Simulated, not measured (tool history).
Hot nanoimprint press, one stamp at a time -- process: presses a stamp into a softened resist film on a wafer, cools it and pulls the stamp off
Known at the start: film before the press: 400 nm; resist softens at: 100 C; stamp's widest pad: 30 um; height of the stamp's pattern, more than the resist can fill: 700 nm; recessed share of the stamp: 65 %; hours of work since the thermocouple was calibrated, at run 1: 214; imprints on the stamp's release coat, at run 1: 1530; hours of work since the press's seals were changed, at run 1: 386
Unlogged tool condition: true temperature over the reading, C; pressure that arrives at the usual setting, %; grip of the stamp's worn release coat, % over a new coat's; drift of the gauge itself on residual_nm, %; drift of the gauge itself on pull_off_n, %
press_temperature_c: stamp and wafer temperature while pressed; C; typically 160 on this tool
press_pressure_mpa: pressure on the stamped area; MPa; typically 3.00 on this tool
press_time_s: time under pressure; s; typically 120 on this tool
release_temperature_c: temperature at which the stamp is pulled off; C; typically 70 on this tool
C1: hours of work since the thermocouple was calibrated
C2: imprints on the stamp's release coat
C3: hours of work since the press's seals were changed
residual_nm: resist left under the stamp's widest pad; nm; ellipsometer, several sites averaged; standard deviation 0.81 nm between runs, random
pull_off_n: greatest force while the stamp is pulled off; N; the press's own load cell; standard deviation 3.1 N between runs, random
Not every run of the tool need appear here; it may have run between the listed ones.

run 1 hour=0.0 | press_temperature_c=160 press_pressure_mpa=3.00 press_time_s=120 release_temperature_c=70 | C1=214 C2=1530 C3=386 | residual_nm=225.3 pull_off_n=205
run 2 hour=23.7 | press_temperature_c=160 press_pressure_mpa=3.00 press_time_s=120 release_temperature_c=70 | C1=223 C2=1587 C3=395 | residual_nm=225.0 pull_off_n=192
run 3 hour=49.9 | press_temperature_c=160 press_pressure_mpa=3.00 press_time_s=217 release_temperature_c=70 | C1=234 C2=1651 C3=406 | residual_nm=184.5 pull_off_n=203
run 4 hour=65.6 | press_temperature_c=160 press_pressure_mpa=3.00 press_time_s=217 release_temperature_c=70 | C1=240 C2=1688 C3=412 | residual_nm=185.1 pull_off_n=206
run 5 hour=94.8 | press_temperature_c=160 press_pressure_mpa=2.37 press_time_s=217 release_temperature_c=70 | C1=252 C2=1759 C3=424 | residual_nm=205.9 pull_off_n=204
run 6 hour=127.5 | press_temperature_c=160 press_pressure_mpa=2.37 press_time_s=217 release_temperature_c=70 | C1=265 C2=1837 C3=437 | residual_nm=205.9 pull_off_n=218
run 7 hour=157.1 | press_temperature_c=160 press_pressure_mpa=2.37 press_time_s=217 release_temperature_c=70 | C1=277 C2=1908 C3=449 | residual_nm=204.9 pull_off_n=217
run 8 hour=174.6 | press_temperature_c=156 press_pressure_mpa=3.00 press_time_s=120 release_temperature_c=70 | C1=284 C2=1951 C3=456 | residual_nm=265.6 pull_off_n=216
run 9 hour=203.9 | press_temperature_c=160 press_pressure_mpa=3.00 press_time_s=120 release_temperature_c=70 | C1=296 C2=2021 C3=468 | residual_nm=222.8 pull_off_n=216
-- hour=222.0 stamp cleaned and given a new release coat
run 10 hour=228.6 | press_temperature_c=160 press_pressure_mpa=3.00 press_time_s=120 release_temperature_c=70 | C1=304 C2=16 C3=476 | residual_nm=223.0 pull_off_n=147
run 11 hour=248.9 | press_temperature_c=160 press_pressure_mpa=3.00 press_time_s=120 release_temperature_c=70 | C1=312 C2=65 C3=484 | residual_nm=222.5 pull_off_n=143
run 12 hour=268.7 | press_temperature_c=160 press_pressure_mpa=4.26 press_time_s=189 release_temperature_c=70 | C1=320 C2=113 C3=492 | residual_nm=161.4 pull_off_n=150
run 13 hour=287.5 | press_temperature_c=160 press_pressure_mpa=2.55 press_time_s=189 release_temperature_c=70 | C1=327 C2=158 C3=499 | residual_nm=205.7 pull_off_n=150
run 14 hour=319.5 | press_temperature_c=160 press_pressure_mpa=2.55 press_time_s=82 release_temperature_c=67 | C1=340 C2=235 C3=512 | residual_nm=262.8 pull_off_n=154
run 15 hour=337.6 | press_temperature_c=151 press_pressure_mpa=4.50 press_time_s=84 release_temperature_c=70 | C1=348 C2=278 C3=520 | residual_nm=301.8 pull_off_n=156
run 16 hour=357.1 | press_temperature_c=151 press_pressure_mpa=3.43 press_time_s=84 release_temperature_c=70 | C1=355 C2=325 C3=527 | residual_nm=324.9 pull_off_n=155
-- hour=365.9 plate thermocouple calibrated
run 17 hour=374.4 | press_temperature_c=160 press_pressure_mpa=2.50 press_time_s=120 release_temperature_c=70 | C1=3 C2=360 C3=533 | residual_nm=251.3 pull_off_n=157
run 18 hour=388.1 | press_temperature_c=150 press_pressure_mpa=3.00 press_time_s=120 release_temperature_c=74 | C1=9 C2=393 C3=539 | residual_nm=337.1 pull_off_n=151

Branching from run 18: 3 alternative next runs. What would each branch give?
run A hour=403.5 | press_temperature_c=164 press_pressure_mpa=3.00 press_time_s=85 release_temperature_c=74 | C1=15 C2=430 C3=545 | residual_nm=? pull_off_n=?
run B hour=403.5 | press_temperature_c=160 press_pressure_mpa=3.25 press_time_s=82 release_temperature_c=74 | C1=15 C2=430 C3=545 | residual_nm=? pull_off_n=?
run C hour=403.5 | press_temperature_c=154 press_pressure_mpa=2.03 press_time_s=203 release_temperature_c=70 | C1=15 C2=430 C3=545 | residual_nm=? pull_off_n=?

run=A residual_nm=216.1 pull_off_n=156
run=B residual_nm=251.1 pull_off_n=152
run=C residual_nm=296.1 pull_off_n=163
Stripped of hidden state, with their random variation kept, the same runs would have yielded:
run=A residual_nm=215.0 pull_off_n=141
run=B residual_nm=249.9 pull_off_n=138
run=C residual_nm=296.1 pull_off_n=148

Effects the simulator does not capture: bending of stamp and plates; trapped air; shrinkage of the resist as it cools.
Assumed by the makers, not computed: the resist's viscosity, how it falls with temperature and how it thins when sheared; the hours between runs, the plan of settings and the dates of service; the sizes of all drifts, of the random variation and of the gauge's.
